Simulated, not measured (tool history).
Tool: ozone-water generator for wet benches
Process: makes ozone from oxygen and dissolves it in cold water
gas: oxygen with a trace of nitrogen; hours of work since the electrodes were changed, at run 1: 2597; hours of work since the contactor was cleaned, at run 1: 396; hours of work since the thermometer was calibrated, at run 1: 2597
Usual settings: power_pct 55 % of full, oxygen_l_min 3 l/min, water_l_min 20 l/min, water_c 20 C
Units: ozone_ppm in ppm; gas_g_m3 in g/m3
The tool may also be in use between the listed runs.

| run | day | power_pct | oxygen_l_min | water_l_min | water_c | hours of work since the electrodes were changed | hours of work since the contactor was cleaned | hours of work since the thermometer was calibrated | ozone_ppm | gas_g_m3 |
|---|---|---|---|---|---|---|---|---|---|---|
| 1 | 0 | 55 | 3 | 20 | 20 | 2597 | 396 | 2597 | 11.74 | 199.7 |
| 2 | 2.462 | 55 | 3 | 20 | 20 | 2634 | 433 | 2634 | 11.62 | 198.6 |
| 3 | 5.921 | 55 | 3 | 20 | 20 | 2686 | 485 | 2686 | 11.71 | 198.3 |
| 4 | 11.321 | 55 | 3 | 30 | 20 | 2767 | 566 | 2767 | 7.52 | 197.3 |
| 5 | 14.842 | 55 | 3 | 30 | 20 | 2820 | 619 | 2820 | 7.54 | 197.1 |
| 6 | 19.908 | 56 | 3 | 20 | 20 | 2896 | 695 | 2896 | 11.69 | 199.2 |
| 7 | 23.004 | 56 | 3 | 20 | 20 | 2943 | 741 | 2943 | 11.74 | 200 |
| 8 | 26.412 | 56 | 3 | 20 | 20 | 2994 | 792 | 2994 | 11.7 | 199.7 |
| 9 | 29.104 | 55 | 3 | 20 | 20 | 3034 | 833 | 3034 | 11.55 | 198 |
| 10 | 32.025 | 55 | 3 | 15 | 20 | 3078 | 877 | 3078 | 15.25 | 195.8 |
| 11 | 36.962 | 55 | 3 | 18 | 20 | 3152 | 951 | 3152 | 12.73 | 196 |
| 12 | 39.8 | 55 | 3 | 18 | 20 | 3195 | 993 | 3195 | 12.77 | 195.8 |
| 13 | 42.596 | 55 | 3 | 18 | 20 | 3237 | 1035 | 3237 | 12.71 | 196.5 |
| 14 | 47.304 | 55 | 2.53 | 23 | 20 | 3307 | 1106 | 3307 | 9.44 | 211.3 |
| 15 | 49.825 | 55 | 2.53 | 23 | 20 | 3345 | 1144 | 3345 | 9.46 | 211.6 |
| 16 | 53.396 | 55 | 3 | 21 | 17 | 3399 | 1197 | 3399 | 11.19 | 194 |
| 17 | 57.817 | 55 | 2.84 | 22 | 17 | 3465 | 1264 | 3465 | 10.46 | 198.5 |
| 18 | 61.35 | 52 | 2.14 | 22 | 17 | 3518 | 1317 | 3518 | 9.3 | 217.7 |
| 19 | 66.817 | 42 | 3 | 20 | 20 | 3600 | 1399 | 3600 | 9.46 | 164.2 |
| 20 | 72.483 | 60 | 2.73 | 14 | 13 | 3685 | 1484 | 3685 | 17.84 | 212 |
| 21 | 77.667 | 96 | 3 | 20 | 24 | 3763 | 1562 | 3763 | 15.08 | 271.9 |
| 22 | 82.538 | 55 | 3 | 16 | 17 | 3836 | 1635 | 3836 | 14.4 | 193.9 |
| 23 | 87.875 | 55 | 3 | 16 | 17 | 3916 | 1715 | 3916 | 14.31 | 192.9 |
| 24 | 92.504 | 55 | 1.8 | 16 | 17 | 3986 | 1784 | 3986 | 12.61 | 241.5 |

4 ways to go on from here, each from the tool as it stands after run 24. What would each give?
| A | 95.629 | 55 | 5.19 | 21 | 17 | 4033 | 1831 | 4033 | ? | ? |
| B | 95.629 | 56 | 1.8 | 31 | 15 | 4033 | 1831 | 4033 | ? | ? |
| C | 95.629 | 55 | 4.96 | 20 | 20 | 4033 | 1831 | 4033 | ? | ? |
| D | 95.629 | 50 | 2.73 | 20 | 20 | 4033 | 1831 | 4033 | ? | ? |

| run | ozone_ppm | gas_g_m3 |
|---|---|---|
| A | 11.97 | 150.9 |
| B | 6.15 | 244.3 |
| C | 11.93 | 152.8 |
| D | 10.1 | 188.4 |
Without the tool's hidden state the same runs would have given:
| run | ozone_ppm | gas_g_m3 |
|---|---|---|
| A | 13.43 | 163 |
| B | 6.91 | 264.2 |
| C | 13.37 | 165 |
| D | 11.26 | 202.4 |
